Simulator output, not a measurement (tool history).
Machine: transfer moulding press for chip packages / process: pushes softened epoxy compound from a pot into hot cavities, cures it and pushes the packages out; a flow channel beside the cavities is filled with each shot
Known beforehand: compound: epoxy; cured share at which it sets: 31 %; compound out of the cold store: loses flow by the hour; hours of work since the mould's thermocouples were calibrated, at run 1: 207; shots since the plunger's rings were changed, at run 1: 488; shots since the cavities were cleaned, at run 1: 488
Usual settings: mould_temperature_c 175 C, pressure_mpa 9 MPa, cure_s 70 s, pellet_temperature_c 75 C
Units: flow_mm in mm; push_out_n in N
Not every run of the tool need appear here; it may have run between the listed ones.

run	hour	mould_temperature_c	pressure_mpa	cure_s	pellet_temperature_c	hours of work since the mould's thermocouples were calibrated	shots since the plunger's rings were changed	shots since the cavities were cleaned	incoming compound's hours out of the cold store	flow_mm	push_out_n
1	0	175	9	70	75	207	488	488	9.4	723	1130
# hour 43.6: cavities cleaned with cleaning compound and waxed
2	59.8	175	9	70	75	249	1408	256	20.3	672	899
3	101.5	175	9	70	75	279	2066	914	14.2	696	1174
# hour 117.2: cavities cleaned with cleaning compound and waxed
4	152.2	175	9	70	75	314	2841	552	30.2	636	973
5	180.7	175	9	70	75	335	3290	1001	26.4	644	1127
# hour 191.3: cavities cleaned with cleaning compound and waxed
6	220.4	176	9	70	75	362	3893	460	45.3	583	885
# hour 265.5: cavities cleaned with cleaning compound and waxed
7	271.6	176	9	70	75	398	4676	96	16.5	663	715
# hour 287.4: plunger's sealing rings changed
8	305.9	175	9	101	75	421	292	597	12.5	722	688
# hour 341.5: cavities cleaned with cleaning compound and waxed
9	360.1	175	9	101	75	458	1123	293	33.1	637	619
10	386.4	175	9	101	75	477	1538	708	10	717	721
# hour 417.8: cavities cleaned with cleaning compound and waxed
11	433.2	175	9	101	75	510	2252	243	19.9	676	572
12	479.5	175	9	70	75	543	2982	973	39.4	607	1091
# hour 492.7: cavities cleaned with cleaning compound and waxed
13	536.9	175	9	70	75	583	3863	697	41.3	598	1016
# hour 567.4: cavities cleaned with cleaning compound and waxed
14	597	175	10.48	70	75	625	4786	466	36.7	653	920
# hour 607.1: plunger's sealing rings changed
# hour 646: cavities cleaned with cleaning compound and waxed
15	654.1	183	10.48	73	78	664	718	128	28.2	683	545
16	683.5	175	9.92	68	75	685	1182	592	42.9	634	1099
# hour 720.7: cavities cleaned with cleaning compound and waxed
# hour 733.7: mould's thermocouples calibrated
17	737.6	175	9.92	69	67	3	1979	235	29.6	675	953
18	785.3	181	9	87	83	37	2732	988	16.8	669	753
# hour 797.3: cavities cleaned with cleaning compound and waxed
19	814	181	9	52	83	57	3160	263	33.5	612	1326
20	840.4	175	9.45	110	75	76	3577	680	37.5	616	701
# hour 874.2: cavities cleaned with cleaning compound and waxed
21	877.3	171	9	70	75	101	4135	50	19.2	678	1030
22	919	170	9	59	75	131	4793	708	14.2	689	2609
# hour 927.4: plunger's sealing rings changed
# hour 950.1: cavities cleaned with cleaning compound and waxed
23	953.2	178	7.97	72	71	153	384	50	37.8	584	550

The next listed run, before its measurement:
24	1005.2	175	9	70	65	190	1203	869	10.1	?	?

Logged for run 24: flow_mm 714 mm, push_out_n 1205 N.
Minus the tool's unlogged condition, the same run would have read flow_mm 725 mm, push_out_n 711 N.

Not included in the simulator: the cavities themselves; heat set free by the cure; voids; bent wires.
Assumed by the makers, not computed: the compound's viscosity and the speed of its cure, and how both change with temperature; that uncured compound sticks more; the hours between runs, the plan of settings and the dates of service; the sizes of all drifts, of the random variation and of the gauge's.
